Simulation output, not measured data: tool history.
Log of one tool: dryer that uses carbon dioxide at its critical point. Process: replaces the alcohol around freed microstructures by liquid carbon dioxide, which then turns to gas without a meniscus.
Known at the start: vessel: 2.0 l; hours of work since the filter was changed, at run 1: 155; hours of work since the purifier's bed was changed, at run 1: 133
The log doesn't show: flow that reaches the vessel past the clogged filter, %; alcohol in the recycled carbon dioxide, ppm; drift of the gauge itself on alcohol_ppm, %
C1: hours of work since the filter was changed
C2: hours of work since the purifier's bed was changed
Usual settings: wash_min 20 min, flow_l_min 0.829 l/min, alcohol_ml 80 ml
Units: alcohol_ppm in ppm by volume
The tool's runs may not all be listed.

Run 1, hour 0: usual settings; C1 155; C2 133. Result: alcohol_ppm 156 ppm by volume.
Run 2, hour 20.2: usual settings; C1 162; C2 140. Result: alcohol_ppm 159 ppm by volume.
Run 3, hour 41.3: usual settings but wash_min 23 min; C1 169; C2 147. Result: alcohol_ppm 84 ppm by volume.
Run 4, hour 78: usual settings but wash_min 23 min; C1 182; C2 159. Result: alcohol_ppm 87 ppm by volume.
Run 5, hour 104.2: usual settings but alcohol_ml 36 ml; C1 190; C2 168. Result: alcohol_ppm 103 ppm by volume.
Run 6, hour 141.5: usual settings but alcohol_ml 36 ml; C1 203; C2 181. Result: alcohol_ppm 99 ppm by volume.
Run 7, hour 180.7: usual settings but wash_min 16 min; C1 216; C2 194. Result: alcohol_ppm 496 ppm by volume.
Run 8, hour 208.7: usual settings but wash_min 16 min; C1 226; C2 204. Result: alcohol_ppm 503 ppm by volume.
Run 9, hour 247.7: usual settings but wash_min 16 min; C1 239; C2 217. Result: alcohol_ppm 534 ppm by volume.
Run 10, hour 273.4: usual settings but wash_min 16 min; C1 248; C2 225. Result: alcohol_ppm 538 ppm by volume.
Run 11, hour 315: usual settings; C1 262; C2 239. Result: alcohol_ppm 224 ppm by volume.
Run 12, hour 347.9: usual settings but flow_l_min 0.574 l/min; C1 273; C2 251. Result: alcohol_ppm 1051 ppm by volume.
Run 13, hour 375.8: usual settings but flow_l_min 0.574 l/min, alcohol_ml 100 ml; C1 282; C2 260. Result: alcohol_ppm 1377 ppm by volume.
Run 14, hour 393.3: usual settings but flow_l_min 0.574 l/min, alcohol_ml 100 ml; C1 288; C2 266. Result: alcohol_ppm 1367 ppm by volume.
Run 15, hour 416.3: usual settings but flow_l_min 0.615 l/min; C1 296; C2 274. Result: alcohol_ppm 866 ppm by volume.
Run 16, hour 455.7: usual settings but wash_min 26 min, flow_l_min 0.615 l/min, alcohol_ml 23 ml; C1 309; C2 287. Result: alcohol_ppm 134 ppm by volume.
Run 17, hour 483.5: usual settings but wash_min 26 min, flow_l_min 0.615 l/min, alcohol_ml 37 ml; C1 319; C2 296. Result: alcohol_ppm 191 ppm by volume.
Run 18, hour 506.2: usual settings but flow_l_min 0.706 l/min, alcohol_ml 68 ml; C1 326; C2 304. Result: alcohol_ppm 442 ppm by volume.
Run 19, hour 535.3: usual settings but wash_min 14 min, flow_l_min 0.974 l/min, alcohol_ml 59 ml; C1 336; C2 314. Result: alcohol_ppm 436 ppm by volume.
Run 20, hour 562: usual settings but wash_min 14 min, flow_l_min 0.974 l/min, alcohol_ml 59 ml; C1 345; C2 323. Result: alcohol_ppm 458 ppm by volume.
Run 21, hour 584: usual settings but wash_min 14 min, flow_l_min 0.974 l/min, alcohol_ml 59 ml; C1 353; C2 331. Result: alcohol_ppm 450 ppm by volume.
Run 22, hour 605.8: usual settings but wash_min 14 min, flow_l_min 0.974 l/min, alcohol_ml 59 ml; C1 360; C2 338. Result: alcohol_ppm 461 ppm by volume.
Run 23, hour 644.2: usual settings but wash_min 24 min, flow_l_min 1.336 l/min, alcohol_ml 21 ml; C1 373; C2 351. Result: alcohol_ppm 60 ppm by volume.

Forecast run 24:
At hour 669.6: inlet filter changed.
Run 24, hour 678.7: usual settings but wash_min 24 min, flow_l_min 1.336 l/min, alcohol_ml 21 ml; C1 3; C2 362. Result: alcohol_ppm ?.

{"run 24": {"alcohol_ppm": 70}}
Without the tool's hidden state the same run would have given alcohol_ppm 10 ppm by volume.

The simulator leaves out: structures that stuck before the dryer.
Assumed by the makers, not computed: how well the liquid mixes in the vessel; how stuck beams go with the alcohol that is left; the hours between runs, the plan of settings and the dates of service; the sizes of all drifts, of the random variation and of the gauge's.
